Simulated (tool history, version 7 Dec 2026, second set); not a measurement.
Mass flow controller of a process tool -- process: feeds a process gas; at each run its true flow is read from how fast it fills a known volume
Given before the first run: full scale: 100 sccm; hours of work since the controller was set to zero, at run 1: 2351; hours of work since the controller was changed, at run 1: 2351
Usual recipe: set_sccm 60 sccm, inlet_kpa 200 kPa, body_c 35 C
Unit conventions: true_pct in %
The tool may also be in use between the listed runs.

run      day  set_sccm  inlet_kpa  body_c  hours of work since the controller was set to zero  hours of work since the controller was changed  true_pct
  1    0.000        60        200      35                                                2351                                            2351     98.47
  2    6.692        60        173      35                                                2410                                            2410     98.44
  3   14.650        60        173      35                                                2480                                            2480     98.23
  4   22.975        60        173      35                                                2553                                            2553     98.47
  5   28.233        53        173      35                                                2600                                            2600     98.06
  6   35.267        53        173      35                                                2661                                            2661     97.99
  7   40.112        60        151      35                                                2704                                            2704     98.23
  8   47.529        60        200      35                                                2769                                            2769     98.31
  9   52.567        60        200      35                                                2814                                            2814     98.15
 10   61.325        60        200      35                                                2890                                            2890     98.25
 11   70.638        60        200      35                                                2972                                            2972     97.98
 12   79.742        60        200      35                                                3052                                            3052     98.07
 13   86.071        60        227      35                                                3108                                            3108     98.18
 14   95.612        60        200      35                                                3192                                            3192     98.01
 15  102.479        60        200      35                                                3252                                            3252     98.05
 16  106.925        60        200      35                                                3291                                            3291     97.97
 17  114.971        60        200      35                                                3362                                            3362     98.01
 18  120.438        60        200      35                                                3410                                            3410     97.95
 19  129.200        60        200      35                                                3487                                            3487     97.81
 20  138.362        60        200      35                                                3568                                            3568     97.83
 21  145.238        60        219      35                                                3628                                            3628     97.95
 22  151.629        60        219      35                                                3685                                            3685     97.78
 23  159.938        60        219      35                                                3758                                            3758     97.79
 24  164.396        60        254      35                                                3797                                            3797     97.85
 25  172.350        60        141      22                                                3867                                            3867     97.17
 26  176.962        60        141      22                                                3907                                            3907     97.03
 27  186.346        60        141      22                                                3990                                            3990     97.07
 28  193.217        60        155      35                                                4050                                            4050     97.51
 29  202.133        55        253      35                                                4129                                            4129     97.48
 30  206.354        55        257      22                                                4166                                            4166     96.97
 31  212.475        60        152      35                                                4220                                            4220     97.53
 32  222.367        29        242      28                                                4307                                            4307     95.55
 33  229.979        60        279      35                                                4374                                            4374     97.51
 34  234.833        60        279      35                                                4416                                            4416     97.55
 35  241.138        60        238      28                                                4472                                            4472     97.27
 36  251.058        60        238      28                                                4559                                            4559     97.20
 37  259.358        60        153      35                                                4632                                            4632     97.18
 38  266.875        60        153      35                                                4698                                            4698     97.18
 39  276.879        60        153      35                                                4786                                            4786     97.08
 40  285.854        60        190      35                                                4865                                            4865     97.08
 41  292.962        60        264      22                                                4927                                            4927     96.88
 42  301.633        60        264      22                                                5004                                            5004     96.85
 43  305.788        60        264      22                                                5040                                            5040     96.81

5 ways to go on from here, each from the tool as it stands after run 43. What would each give?
  A  312.942        60        237      37                                                5103                                            5103         ?
  B  312.942        60        161      35                                                5103                                            5103         ?
  C  312.942        58        200      40                                                5103                                            5103         ?
  D  312.942        11        229      22                                                5103                                            5103         ?
  E  312.942        47        257      29                                                5103                                            5103         ?

run  true_pct
  A     97.29
  B     97.01
  C     97.07
  D     88.52
  E     96.31
What these runs would have given with no unlogged condition in the tool:
run  true_pct
  A    100.03
  B     99.75
  C     99.87
  D     98.79
  E     99.52

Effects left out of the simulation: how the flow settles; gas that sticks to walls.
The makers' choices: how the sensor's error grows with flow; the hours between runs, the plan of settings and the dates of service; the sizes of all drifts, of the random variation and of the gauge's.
